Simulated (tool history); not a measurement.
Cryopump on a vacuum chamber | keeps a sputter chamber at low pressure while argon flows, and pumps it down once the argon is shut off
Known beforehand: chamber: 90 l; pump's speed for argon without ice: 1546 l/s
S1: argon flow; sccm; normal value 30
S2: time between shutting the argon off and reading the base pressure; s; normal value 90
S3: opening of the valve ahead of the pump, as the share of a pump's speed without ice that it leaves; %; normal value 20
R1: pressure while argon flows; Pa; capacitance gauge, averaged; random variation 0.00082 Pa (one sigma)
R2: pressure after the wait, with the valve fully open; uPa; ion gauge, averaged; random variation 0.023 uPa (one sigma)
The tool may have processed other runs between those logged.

run	day	S1	S2	S3	R1	R2
1	0.000	30	90	20	0.1697	2.75
2	0.571	30	90	20	0.1688	2.81
3	1.079	30	90	42	0.0823	2.80
4	1.538	34	90	20	0.1909	2.88
5	2.362	34	90	20	0.1911	2.86
6	3.000	15	90	20	0.0841	2.88
7	3.717	30	90	20	0.1693	2.95
8	4.608	36	90	20	0.2043	2.99
9	5.092	36	90	20	0.2049	3.03
10	6.108	36	90	20	0.2036	3.12
11	7.154	36	90	20	0.2054	3.14
12	8.150	30	90	20	0.1727	3.16
13	9.071	30	90	20	0.1736	3.18
14	9.867	22	90	20	0.1266	3.20
15	10.571	22	90	20	0.1272	3.26
16	11.692	30	108	25	0.1407	3.21
17	12.629	30	108	25	0.1417	3.28
18	13.483	30	108	25	0.1410	3.32
19	14.038	30	108	25	0.1422	3.39
20	14.646	30	108	25	0.1427	3.43
21	15.700	30	69	49	0.0788	3.63
# day 16.096: leaking fittings of the chamber tightened, without venting
22	16.442	30	69	49	0.0792	0.98
23	17.562	30	69	49	0.0811	1.01

Consider 3 possible next runs. They are alternatives, not a sequence: every one starts from the tool as it was left by run 23. What does each give?
A	18.254	30	82	49	?	?
B	18.254	35	69	15	?	?
C	18.254	27	292	16	?	?

run	R1	R2
A	0.0800	0.95
B	0.2703	1.01
C	0.1959	0.49
With no hidden state in the tool, these same runs would have given:
run	R1	R2
A	0.0668	0.78
B	0.2548	0.84
C	0.1840	0.33
